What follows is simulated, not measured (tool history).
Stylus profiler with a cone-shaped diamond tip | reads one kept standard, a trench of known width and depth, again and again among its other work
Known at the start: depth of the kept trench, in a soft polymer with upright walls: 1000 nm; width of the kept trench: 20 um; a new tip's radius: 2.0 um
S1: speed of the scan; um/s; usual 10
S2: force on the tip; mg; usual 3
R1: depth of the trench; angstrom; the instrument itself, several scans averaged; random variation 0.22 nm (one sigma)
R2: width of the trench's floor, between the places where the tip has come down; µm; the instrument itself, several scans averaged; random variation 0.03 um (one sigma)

Run 1, day 0: usual settings. Result: R1 10040.1 angstrom, R2 15.64 µm.
Run 2, day 2.262: usual settings. Result: R1 10037.8 angstrom, R2 15.57 µm.
Run 3, day 3.679: usual settings but S1 13 um/s. Result: R1 10031.5 angstrom, R2 15.6 µm.
Run 4, day 5.75: usual settings but S2 1.56 mg. Result: R1 10008.7 angstrom, R2 15.56 µm.
Run 5, day 7.338: usual settings but S2 1.56 mg. Result: R1 10006.4 angstrom, R2 15.49 µm.
Run 6, day 9.767: usual settings but S2 7.22 mg. Result: R1 10084.9 angstrom, R2 15.44 µm.
Run 7, day 11.325: usual settings but S2 7.22 mg. Result: R1 10082.4 angstrom, R2 15.37 µm.
Run 8, day 13.525: usual settings but S2 7.22 mg. Result: R1 10082.4 angstrom, R2 15.32 µm.
At day 14.088: height scale calibrated on a step standard.
Run 9, day 14.967: usual settings but S2 7.22 mg. Result: R1 10125.6 angstrom, R2 15.37 µm.
Run 10, day 16.188: usual settings but S1 12 um/s. Result: R1 10072.8 angstrom, R2 15.26 µm.
Run 11, day 18.421: usual settings but S1 12 um/s. Result: R1 10069.5 angstrom, R2 15.27 µm.
Run 12, day 20.275: usual settings but S1 18 um/s, S2 4.84 mg. Result: R1 10092 angstrom, R2 15.22 µm.
Run 13, day 22.404: usual settings but S1 18 um/s, S2 4.84 mg. Result: R1 10092.3 angstrom, R2 15.16 µm.
Run 14, day 23.771: usual settings but S1 26 um/s, S2 8.04 mg. Result: R1 10128.5 angstrom, R2 15.14 µm.
Run 15, day 26.15: usual settings but S1 7 um/s, S2 3.11 mg. Result: R1 10059.9 angstrom, R2 15.07 µm.
Run 16, day 28.338: usual settings but S1 21 um/s, S2 5.18 mg. Result: R1 10089.9 angstrom, R2 15.02 µm.
Run 17, day 29.862: usual settings but S2 4.36 mg. Result: R1 10076.8 angstrom, R2 15.02 µm.
Run 18, day 31.171: usual settings but S1 2 um/s, S2 3.19 mg. Result: R1 10061.2 angstrom, R2 15.04 µm.
Run 19, day 32.875: usual settings but S1 12 um/s, S2 3.48 mg. Result: R1 10068.2 angstrom, R2 14.97 µm.
Run 20, day 34.662: usual settings but S1 26 um/s, S2 3.48 mg. Result: R1 10060.5 angstrom, R2 14.9 µm.

5 ways to go on from here, each from the tool as it stands after run 20. What would each give?
Run A, day 35.733: usual settings but S1 26 um/s, S2 8.87 mg. Result: R1 ?, R2 ?.
Run B, day 35.733: usual settings but S1 4 um/s, S2 1.49 mg. Result: R1 ?, R2 ?.
Run C, day 35.733: usual settings but S2 6.2 mg. Result: R1 ?, R2 ?.
Run D, day 35.733: usual settings but S1 2 um/s, S2 1.37 mg. Result: R1 ?, R2 ?.
Run E, day 35.733: usual settings but S1 11 um/s, S2 2.42 mg. Result: R1 ?, R2 ?.

run       R1     R2
  A  10125.6  14.85
  B  10033.1  14.98
  C    10098  14.93
  D  10027.1  14.95
  E  10040.9  14.95
Without the tool's hidden state the same runs would have given:
run       R1     R2
  A  10139.4  16.42
  B  10046.8  16.55
  C  10111.7   16.5
  D  10040.7  16.52
  E  10054.5  16.52

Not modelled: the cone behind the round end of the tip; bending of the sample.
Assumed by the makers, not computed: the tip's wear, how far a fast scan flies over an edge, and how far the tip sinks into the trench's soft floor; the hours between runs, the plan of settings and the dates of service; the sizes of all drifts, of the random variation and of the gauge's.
